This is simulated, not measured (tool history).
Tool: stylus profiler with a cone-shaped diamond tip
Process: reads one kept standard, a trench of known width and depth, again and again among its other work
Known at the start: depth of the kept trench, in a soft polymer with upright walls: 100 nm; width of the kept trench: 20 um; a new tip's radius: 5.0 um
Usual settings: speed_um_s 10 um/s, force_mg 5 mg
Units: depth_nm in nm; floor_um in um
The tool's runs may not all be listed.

| run | day | speed_um_s | force_mg | depth_nm | floor_um |
|---|---|---|---|---|---|
| 1 | 0 | 10 | 5 | 101.02 | 17.58 |
| 2 | 2.229 | 10 | 5 | 101.04 | 17.59 |
| 3 | 3.288 | 10 | 5 | 101.07 | 17.61 |
| 4 | 4.679 | 10 | 5 | 101.03 | 17.6 |
| 5 | 6.404 | 10 | 5 | 101.05 | 17.52 |
| 6 | 8 | 16 | 5 | 101.01 | 17.54 |
| 7 | 9.65 | 16 | 5 | 101.11 | 17.5 |
| 8 | 10.708 | 16 | 5 | 101.07 | 17.48 |
| 9 | 12.45 | 10 | 5 | 101.05 | 17.47 |
| 10 | 14.529 | 10 | 5 | 101.1 | 17.41 |
| 11 | 15.762 | 10 | 5 | 101.06 | 17.44 |
| 12 | 17.517 | 23 | 5 | 101.13 | 17.4 |
| 13 | 19.504 | 23 | 5 | 101.07 | 17.35 |
| 14 | 20.629 | 23 | 5 | 101.06 | 17.4 |
| 15 | 22.883 | 12 | 8.03 | 101.49 | 17.38 |
| 16 | 23.971 | 12 | 8.03 | 101.48 | 17.38 |
| 17 | 26.133 | 12 | 8.03 | 101.49 | 17.28 |
| 18 | 27.258 | 12 | 8.03 | 101.48 | 17.34 |
| 19 | 29.075 | 10 | 5.59 | 101.19 | 17.3 |
| 20 | 30.888 | 11 | 6.91 | 101.35 | 17.33 |
| 21 | 32.246 | 10 | 5 | 101.14 | 17.27 |
| 22 | 33.688 | 24 | 3.85 | 100.89 | 17.22 |
| 23 | 35.467 | 24 | 3.85 | 100.97 | 17.25 |
| 24 | 36.7 | 24 | 3.85 | 100.95 | 17.18 |
| 25 | 37.675 | 24 | 3.85 | 100.97 | 17.22 |

Measured less the same run without the tool's hidden state. The same run-to-run variation is in both; the gauge's scatter may not be:
The hidden state here: radius of the tip, um; height scale over the true one, %; drift of the gauge itself on depth_nm, %; drift of the gauge itself on floor_um, %.
| run | depth_nm | floor_um |
|---|---|---|
| 1 | +0.06 | -0.38 |
| 2 | +0.07 | -0.41 |
| 3 | +0.07 | -0.42 |
| 4 | +0.07 | -0.43 |
| 5 | +0.07 | -0.45 |
| 6 | +0.08 | -0.47 |
| 7 | +0.08 | -0.48 |
| 8 | +0.08 | -0.49 |
| 9 | +0.08 | -0.51 |
| 10 | +0.09 | -0.54 |
| 11 | +0.09 | -0.54 |
| 12 | +0.1 | -0.56 |
| 13 | +0.1 | -0.58 |
| 14 | +0.1 | -0.59 |
| 15 | +0.11 | -0.62 |
| 16 | +0.1 | -0.63 |
| 17 | +0.11 | -0.65 |
| 18 | +0.12 | -0.66 |
| 19 | +0.12 | -0.68 |
| 20 | +0.12 | -0.69 |
| 21 | +0.12 | -0.71 |
| 22 | +0.13 | -0.72 |
| 23 | +0.13 | -0.73 |
| 24 | +0.13 | -0.75 |
| 25 | +0.14 | -0.76 |
